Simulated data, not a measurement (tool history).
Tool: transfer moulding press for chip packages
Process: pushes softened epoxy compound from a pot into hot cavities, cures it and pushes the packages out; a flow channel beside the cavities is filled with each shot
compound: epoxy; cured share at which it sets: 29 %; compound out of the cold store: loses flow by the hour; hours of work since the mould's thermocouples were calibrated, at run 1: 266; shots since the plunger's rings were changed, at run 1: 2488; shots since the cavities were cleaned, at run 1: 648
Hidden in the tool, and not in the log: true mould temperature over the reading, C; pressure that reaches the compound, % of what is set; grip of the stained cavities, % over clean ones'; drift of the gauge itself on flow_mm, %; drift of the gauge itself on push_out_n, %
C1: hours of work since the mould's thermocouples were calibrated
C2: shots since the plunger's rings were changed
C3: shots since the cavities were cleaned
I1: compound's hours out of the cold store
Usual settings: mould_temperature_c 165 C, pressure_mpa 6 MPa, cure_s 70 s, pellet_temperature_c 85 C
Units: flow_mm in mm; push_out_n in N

run 1 hour=0 | mould_temperature_c=165 pressure_mpa=6 cure_s=70 pellet_temperature_c=85 | C1=266 C2=2488 C3=648 | I1=42.5 | flow_mm=865 push_out_n=979
-- hour=21.4 cavities cleaned with cleaning compound and waxed
run 2 hour=29.1 | mould_temperature_c=165 pressure_mpa=6 cure_s=68 pellet_temperature_c=85 | C1=284 C2=2904 C3=116 | I1=19.5 | flow_mm=972 push_out_n=747
run 3 hour=66.9 | mould_temperature_c=165 pressure_mpa=6 cure_s=70 pellet_temperature_c=85 | C1=309 C2=3472 C3=684 | I1=24.9 | flow_mm=918 push_out_n=1043
-- hour=81.1 mould's thermocouples calibrated
-- hour=88.6 cavities cleaned with cleaning compound and waxed
run 4 hour=111.9 | mould_temperature_c=165 pressure_mpa=6 cure_s=70 pellet_temperature_c=77 | C1=19 C2=4098 C3=352 | I1=34.1 | flow_mm=867 push_out_n=923
run 5 hour=131.9 | mould_temperature_c=165 pressure_mpa=6 cure_s=70 pellet_temperature_c=77 | C1=32 C2=4398 C3=652 | I1=22.5 | flow_mm=923 push_out_n=1101
-- hour=151.6 cavities cleaned with cleaning compound and waxed
run 6 hour=156.2 | mould_temperature_c=165 pressure_mpa=6 cure_s=70 pellet_temperature_c=77 | C1=47 C2=4741 C3=69 | I1=41.6 | flow_mm=824 push_out_n=615
run 7 hour=173.3 | mould_temperature_c=165 pressure_mpa=6 cure_s=70 pellet_temperature_c=77 | C1=59 C2=4999 C3=327 | I1=25.3 | flow_mm=910 push_out_n=895
-- hour=206.6 plunger's sealing rings changed
run 8 hour=213.6 | mould_temperature_c=165 pressure_mpa=7.44 cure_s=64 pellet_temperature_c=87 | C1=83 C2=104 C3=895 | I1=27.3 | flow_mm=1073 push_out_n=1263
-- hour=217.3 cavities cleaned with cleaning compound and waxed
-- hour=241 mould's thermocouples calibrated, once more
run 9 hour=242.6 | mould_temperature_c=165 pressure_mpa=7.44 cure_s=64 pellet_temperature_c=87 | C1=1 C2=489 C3=351 | I1=34.3 | flow_mm=1023 push_out_n=1105
run 10 hour=271.5 | mould_temperature_c=158 pressure_mpa=5.86 cure_s=90 pellet_temperature_c=85 | C1=20 C2=923 C3=785 | I1=24 | flow_mm=996 push_out_n=1069

Hidden state or all else? Some run-to-run changes of flow_mm, split into what the settings, what came in and random variation would give without the hidden state, and what is left for the hidden state (with any gauge scatter that isn't in both results):
Run 7 -> 8: pressure_mpa 6 -> 7.44, cure_s 70 -> 64, pellet_temperature_c 77 -> 87, plunger's sealing rings changed. flow_mm +163 mm: hidden state +73, all else +90.
